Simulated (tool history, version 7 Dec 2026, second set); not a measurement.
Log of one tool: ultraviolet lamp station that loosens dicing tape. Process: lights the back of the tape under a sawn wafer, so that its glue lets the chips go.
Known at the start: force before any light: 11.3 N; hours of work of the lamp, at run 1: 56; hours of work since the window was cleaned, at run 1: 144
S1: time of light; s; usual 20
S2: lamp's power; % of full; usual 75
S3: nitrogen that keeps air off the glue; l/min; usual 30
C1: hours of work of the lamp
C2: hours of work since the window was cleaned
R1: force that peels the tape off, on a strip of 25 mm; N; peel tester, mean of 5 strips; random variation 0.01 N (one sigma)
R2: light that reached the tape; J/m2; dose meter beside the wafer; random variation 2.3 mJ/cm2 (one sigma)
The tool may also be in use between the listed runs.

run 1 hour=0 | S1=20 S2=75 S3=30 | C1=56 C2=144 | R1=0.533 R2=2060
run 2 hour=43.6 | S1=20 S2=75 S3=30 | C1=80 C2=167 | R1=0.553 R2=2050
run 3 hour=98.8 | S1=20 S2=75 S3=21 | C1=110 C2=198 | R1=0.689 R2=2010
run 4 hour=156 | S1=20 S2=99 S3=30 | C1=141 C2=229 | R1=0.339 R2=2600
run 5 hour=235.5 | S1=20 S2=75 S3=34 | C1=185 C2=273 | R1=0.626 R2=1900
run 6 hour=331.5 | S1=20 S2=75 S3=30 | C1=237 C2=325 | R1=0.679 R2=1770
run 7 hour=378.4 | S1=20 S2=75 S3=30 | C1=263 C2=351 | R1=0.75 R2=1760
run 8 hour=443.3 | S1=20 S2=75 S3=30 | C1=299 C2=386 | R1=0.789 R2=1760
-- hour=470.7 window cleaned of glue's vapour
run 9 hour=538.6 | S1=20 S2=75 S3=30 | C1=351 C2=37 | R1=0.739 R2=1780
run 10 hour=595.1 | S1=20 S2=89 S3=30 | C1=382 C2=68 | R1=0.526 R2=2070
run 11 hour=655.8 | S1=20 S2=89 S3=30 | C1=415 C2=101 | R1=0.541 R2=2000
run 12 hour=756.2 | S1=20 S2=89 S3=30 | C1=470 C2=156 | R1=0.631 R2=1920
run 13 hour=814.4 | S1=39 S2=75 S3=30 | C1=502 C2=188 | R1=0.267 R2=3070
run 14 hour=858.8 | S1=20 S2=75 S3=30 | C1=526 C2=213 | R1=0.994 R2=1540
run 15 hour=931.5 | S1=20 S2=75 S3=30 | C1=566 C2=252 | R1=1.036 R2=1490
run 16 hour=1025.4 | S1=20 S2=75 S3=30 | C1=617 C2=304 | R1=1.164 R2=1440
run 17 hour=1085.4 | S1=30 S2=94 S3=14 | C1=650 C2=337 | R1=0.496 R2=2630
-- hour=1172.7 lamp changed
run 18 hour=1172.7 | S1=30 S2=94 S3=14 | C1=0 C2=384 | R1=0.251 R2=3860
-- hour=1201.3 window cleaned of glue's vapour
run 19 hour=1248 | S1=30 S2=94 S3=14 | C1=41 C2=26 | R1=0.229 R2=4070
run 20 hour=1346.2 | S1=17 S2=65 S3=30 | C1=95 C2=79 | R1=1.036 R2=1530
run 21 hour=1387.4 | S1=17 S2=65 S3=30 | C1=117 C2=102 | R1=1.04 R2=1520
run 22 hour=1429.8 | S1=17 S2=65 S3=30 | C1=141 C2=125 | R1=1.098 R2=1520
run 23 hour=1525 | S1=17 S2=65 S3=30 | C1=193 C2=177 | R1=1.135 R2=1440
run 24 hour=1576.6 | S1=11 S2=75 S3=55 | C1=221 C2=206 | R1=1.769 R2=1030
run 25 hour=1667.1 | S1=12 S2=75 S3=27 | C1=271 C2=255 | R1=2.066 R2=1140
run 26 hour=1720.3 | S1=16 S2=98 S3=14 | C1=300 C2=284 | R1=1.014 R2=1900
run 27 hour=1792.4 | S1=16 S2=98 S3=14 | C1=339 C2=324 | R1=1.038 R2=1840

5 ways to go on from here, each from the tool as it stands after run 27. What would each give?
run A hour=1889.2 | S1=10 S2=81 S3=30 | C1=392 C2=377 | R1=? R2=?
run B hour=1889.2 | S1=15 S2=77 S3=12 | C1=392 C2=377 | R1=? R2=?
run C hour=1889.2 | S1=16 S2=97 S3=14 | C1=392 C2=377 | R1=? R2=?
run D hour=1889.2 | S1=32 S2=98 S3=29 | C1=392 C2=377 | R1=? R2=?
run E hour=1889.2 | S1=11 S2=98 S3=14 | C1=392 C2=377 | R1=? R2=?

run=A R1=2.756 R2=900
run=B R1=2.192 R2=1230
run=C R1=1.196 R2=1740
run=D R1=0.222 R2=3510
run=E R1=2.27 R2=1210
Without the tool's hidden state the same runs would have given:
run=A R1=1.731 R2=1200
run=B R1=1.311 R2=1670
run=C R1=0.639 R2=2330
run=D R1=0.195 R2=4700
run=E R1=1.372 R2=1620

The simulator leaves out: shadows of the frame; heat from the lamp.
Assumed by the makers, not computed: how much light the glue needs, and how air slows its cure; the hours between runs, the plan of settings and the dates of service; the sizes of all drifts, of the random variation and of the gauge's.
